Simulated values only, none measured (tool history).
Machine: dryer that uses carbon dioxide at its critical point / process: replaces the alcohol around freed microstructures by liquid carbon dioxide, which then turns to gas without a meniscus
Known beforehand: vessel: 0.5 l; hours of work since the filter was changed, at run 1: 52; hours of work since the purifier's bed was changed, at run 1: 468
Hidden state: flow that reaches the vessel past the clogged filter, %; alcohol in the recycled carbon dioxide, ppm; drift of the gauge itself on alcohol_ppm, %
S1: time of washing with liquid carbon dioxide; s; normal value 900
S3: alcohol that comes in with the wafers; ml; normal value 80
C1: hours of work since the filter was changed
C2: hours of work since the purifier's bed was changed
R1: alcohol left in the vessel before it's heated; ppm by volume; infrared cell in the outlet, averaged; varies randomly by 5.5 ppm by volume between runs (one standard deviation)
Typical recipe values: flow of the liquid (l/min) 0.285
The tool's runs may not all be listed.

Run 1, day 0: usual settings; C1 52; C2 468. Result: R1 325 ppm by volume.
Run 2, day 1.629: usual settings; C1 71; C2 486. Result: R1 342 ppm by volume.
Run 3, day 2.862: usual settings but S3 55 ml; C1 85; C2 500. Result: R1 300 ppm by volume.
Run 4, day 3.725: usual settings but flow of the liquid (l/min) 0.284; C1 94; C2 510. Result: R1 349 ppm by volume.
Run 5, day 4.467: usual settings; C1 103; C2 518. Result: R1 358 ppm by volume.
Run 6, day 5.883: usual settings but S1 600 s; C1 119; C2 534. Result: R1 1759 ppm by volume.
Run 7, day 6.875: usual settings but flow of the liquid (l/min) 0.318; C1 130; C2 545. Result: R1 273 ppm by volume.
Run 8, day 8.3: usual settings but flow of the liquid (l/min) 0.301; C1 146; C2 561. Result: R1 319 ppm by volume.
Run 9, day 9.221: usual settings but flow of the liquid (l/min) 0.301; C1 156; C2 572. Result: R1 327 ppm by volume.
Run 10, day 10.85: usual settings but flow of the liquid (l/min) 0.301; C1 175; C2 590. Result: R1 330 ppm by volume.
Run 11, day 11.788: usual settings but flow of the liquid (l/min) 0.301; C1 185; C2 601. Result: R1 329 ppm by volume.
Run 12, day 12.558: usual settings but flow of the liquid (l/min) 0.301; C1 194; C2 609. Result: R1 349 ppm by volume.
Run 13, day 13.967: usual settings but S1 1080 s; C1 210; C2 625. Result: R1 270 ppm by volume.
Run 14, day 14.958: usual settings; C1 221; C2 636. Result: R1 424 ppm by volume.
Run 15, day 16.075: usual settings but S1 1380 s; C1 234; C2 649. Result: R1 253 ppm by volume.
Run 16, day 17.729: usual settings but S1 1380 s; C1 252; C2 668. Result: R1 256 ppm by volume.
Run 17, day 18.996: usual settings but S1 1380 s; C1 267; C2 682. Result: R1 256 ppm by volume.
Run 18, day 20.325: usual settings but S1 1380 s; C1 282; C2 697. Result: R1 274 ppm by volume.
Run 19, day 21.042: usual settings but S1 1440 s, flow of the liquid (l/min) 0.301, S3 119 ml; C1 290; C2 705. Result: R1 273 ppm by volume.
At day 21.9: purifier's bed changed.
Run 20, day 21.938: usual settings but S1 1440 s, flow of the liquid (l/min) 0.301, S3 41 ml; C1 298; C2 0. Result: R1 9 ppm by volume.
Run 21, day 23.554: usual settings but flow of the liquid (l/min) 0.229, S3 25 ml; C1 317; C2 19. Result: R1 258 ppm by volume.
Run 22, day 24.512: usual settings but flow of the liquid (l/min) 0.229, S3 25 ml; C1 327; C2 29. Result: R1 253 ppm by volume.
Run 23, day 25.379: usual settings but flow of the liquid (l/min) 0.222, S3 73 ml; C1 337; C2 39. Result: R1 858 ppm by volume.
Run 24, day 26.2: usual settings but S1 1200 s, flow of the liquid (l/min) 0.222, S3 73 ml; C1 346; C2 49. Result: R1 170 ppm by volume.
Run 25, day 27.579: usual settings but S1 540 s, flow of the liquid (l/min) 0.26, S3 97 ml; C1 362; C2 64. Result: R1 5100 ppm by volume.
Run 26, day 28.296: usual settings but flow of the liquid (l/min) 0.202, S3 21 ml; C1 370; C2 72. Result: R1 428 ppm by volume.
Run 27, day 29.196: usual settings but flow of the liquid (l/min) 0.229, S3 76 ml; C1 380; C2 82. Result: R1 801 ppm by volume.
Run 28, day 30.462: usual settings but flow of the liquid (l/min) 0.229, S3 76 ml; C1 395; C2 97. Result: R1 782 ppm by volume.
Run 29, day 31.367: usual settings but S1 1020 s, flow of the liquid (l/min) 0.398, S3 85 ml; C1 405; C2 107. Result: R1 47 ppm by volume.
Run 30, day 32.133: usual settings but S1 1020 s, flow of the liquid (l/min) 0.365, S3 50 ml; C1 413; C2 115. Result: R1 45 ppm by volume.
Run 31, day 33.683: usual settings but S1 1020 s, flow of the liquid (l/min) 0.365, S3 50 ml; C1 431; C2 133. Result: R1 72 ppm by volume.
Run 32, day 34.683: usual settings but S1 1020 s, flow of the liquid (l/min) 0.438, S3 64 ml; C1 442; C2 144. Result: R1 59 ppm by volume.
Run 33, day 35.396: usual settings but S1 1020 s, flow of the liquid (l/min) 0.438, S3 64 ml; C1 450; C2 152. Result: R1 65 ppm by volume.
Run 34, day 36.142: usual settings but flow of the liquid (l/min) 0.207; C1 459; C2 161. Result: R1 1465 ppm by volume.
Run 35, day 37.842: usual settings but flow of the liquid (l/min) 0.207; C1 478; C2 180. Result: R1 1524 ppm by volume.

Below, each run's measurement less what the same run would have read without the hidden state. Both values contain the same run-to-run variation, but the gauge's scatter may not be the same in both:
run    R1
  1  +179
  2  +192
  3  +198
  4  +203
  5  +207
  6  +302
  7  +214
  8  +222
  9  +228
 10  +229
 11  +234
 12  +246
 13  +236
 14  +270
 15  +239
 16  +245
 17  +252
 18  +265
 19  +265
 20    +2
 21   +55
 22   +60
 23  +180
 24   +57
 25  +810
 26  +105
 27  +204
 28  +207
 29   +40
 30   +44
 31   +53
 32   +53
 33   +56
 34  +398
 35  +429
